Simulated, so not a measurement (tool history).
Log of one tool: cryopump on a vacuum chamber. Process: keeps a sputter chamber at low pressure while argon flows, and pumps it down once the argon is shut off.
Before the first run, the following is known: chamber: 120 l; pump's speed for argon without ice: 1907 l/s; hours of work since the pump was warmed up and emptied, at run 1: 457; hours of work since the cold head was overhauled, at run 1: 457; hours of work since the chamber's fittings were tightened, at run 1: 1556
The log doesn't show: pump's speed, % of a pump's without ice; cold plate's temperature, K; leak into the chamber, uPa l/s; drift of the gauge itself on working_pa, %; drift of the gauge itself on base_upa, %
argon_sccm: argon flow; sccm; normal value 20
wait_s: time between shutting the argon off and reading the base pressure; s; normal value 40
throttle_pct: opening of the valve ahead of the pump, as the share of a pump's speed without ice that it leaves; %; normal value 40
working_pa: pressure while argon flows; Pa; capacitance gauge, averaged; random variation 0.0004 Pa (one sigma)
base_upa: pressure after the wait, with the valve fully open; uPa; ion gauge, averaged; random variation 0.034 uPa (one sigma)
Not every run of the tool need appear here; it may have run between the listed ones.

run	hour	argon_sccm	wait_s	throttle_pct	hours of work since the pump was warmed up and emptied	hours of work since the cold head was overhauled	hours of work since the chamber's fittings were tightened	working_pa	base_upa
1	0	20	40	40	457	457	1556	0.0468	3.45
2	26.3	20	40	40	476	476	1575	0.0467	3.45
3	39.2	20	40	40	485	485	1584	0.0477	3.47
4	58.3	20	210	40	499	499	1597	0.0485	2.24
5	81.6	20	210	40	515	515	1614	0.048	2.25
6	103.5	17	40	40	531	531	1630	0.0407	3.72
7	119.1	17	40	18	542	542	1641	0.0866	3.62
8	140.1	17	40	18	557	557	1656	0.0876	3.7
9	164.7	17	40	18	575	575	1674	0.0867	3.71
10	191	20	40	28	594	594	1693	0.0679	3.81
11	203	11	38	28	602	602	1701	0.0373	3.99
12	218.1	37	218	42	613	613	1712	0.0861	2.39
13	241	37	218	42	629	629	1728	0.0859	2.51
14	256.4	37	218	42	640	640	1739	0.0872	2.48
15	281.1	17	22	21	658	658	1757	0.0756	5.15
# hour 295.2: leaking fittings of the chamber tightened, without venting
16	304.7	17	22	21	674	674	7	0.0768	3.34
17	324.6	9	189	59	688	688	21	0.0154	0.58
18	340.6	13	39	55	699	699	33	0.024	2.01
# hour 352.7: pump warmed up, emptied and cooled again
19	364.3	13	39	55	8	713	46	0.0207	1.91

Run 20 has not been measured yet. What should we expect?
20	387.7	16	250	35	25	729	63	?	?

Run 20 gave working_pa 0.0407 Pa, base_upa 0.52 uPa.
Without the tool's hidden state the same run would have given working_pa 0.0404 Pa, base_upa 0.44 uPa.
